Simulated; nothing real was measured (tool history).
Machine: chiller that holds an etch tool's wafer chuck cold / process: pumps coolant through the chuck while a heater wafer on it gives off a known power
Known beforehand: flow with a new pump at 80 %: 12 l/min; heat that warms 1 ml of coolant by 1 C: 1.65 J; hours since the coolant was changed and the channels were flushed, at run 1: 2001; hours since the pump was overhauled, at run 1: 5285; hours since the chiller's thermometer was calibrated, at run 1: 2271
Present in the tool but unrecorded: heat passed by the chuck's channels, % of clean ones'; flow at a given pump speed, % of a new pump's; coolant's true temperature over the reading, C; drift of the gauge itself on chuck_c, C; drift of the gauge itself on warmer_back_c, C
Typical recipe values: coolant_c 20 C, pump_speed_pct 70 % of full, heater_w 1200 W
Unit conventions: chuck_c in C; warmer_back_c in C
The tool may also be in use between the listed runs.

run,day,coolant_c,pump_speed_pct,heater_w,hours since the coolant was changed and the channels were flushed,hours since the pump was overhauled,hours since the chiller's thermometer was calibrated,chuck_c,warmer_back_c
1,0,20,70,1200,2001,5285,2271,29,4.15
2,6.321,20,70,1200,2153,5437,2423,29,4.2
3,11.562,20,70,1200,2278,5563,2549,28.8,4.21
4,17.917,21,70,1200,2431,5715,2701,30.1,4.27
5,23.467,20,70,1200,2564,5848,2835,29,4.29
6,27.854,20,70,1200,2669,5954,2940,29.1,4.35
7,32.017,20,70,1200,2769,6053,3040,29,4.36
8,34.671,20,70,1200,2833,6117,3104,29,4.36
9,39.571,20,70,1200,2951,6235,3221,29,4.45
10,44.683,17,70,623,3073,6357,3344,21.6,2.4
11,49.396,17,70,623,3186,6471,3457,21.6,2.46
12,54.492,17,70,623,3309,6593,3579,21.6,2.48
# day 56.35: chiller's thermometer calibrated
# day 60.35: gauge calibrated
13,60.65,20,86,1200,3456,6740,103,27.5,3.34
14,65.825,24,79,854,3580,6864,227,29.8,2.67
# day 70.15: coolant changed, channels flushed
15,71.746,27,75,1213,38,7000,363,35.6,3.99
16,77.492,27,75,1213,176,7138,501,35.5,4.02
17,80.462,24,70,747,247,7209,573,29.4,2.67

Each row is a separate what-if for the run after 17, all from the same tool condition, not one after another. Results?
A,83.3,20,70,942,316,7277,641,?,?
B,83.3,15,85,1284,316,7277,641,?,?
C,83.3,14,89,870,316,7277,641,?,?
D,83.3,20,77,747,316,7277,641,?,?

run,chuck_c,warmer_back_c
A,27.2,3.39
B,23.2,3.84
C,19.4,2.48
D,25.2,2.55
With no hidden state in the tool, these same runs would have given:
run,chuck_c,warmer_back_c
A,27.2,3.25
B,23.2,3.7
C,19.4,2.34
D,25.2,2.41
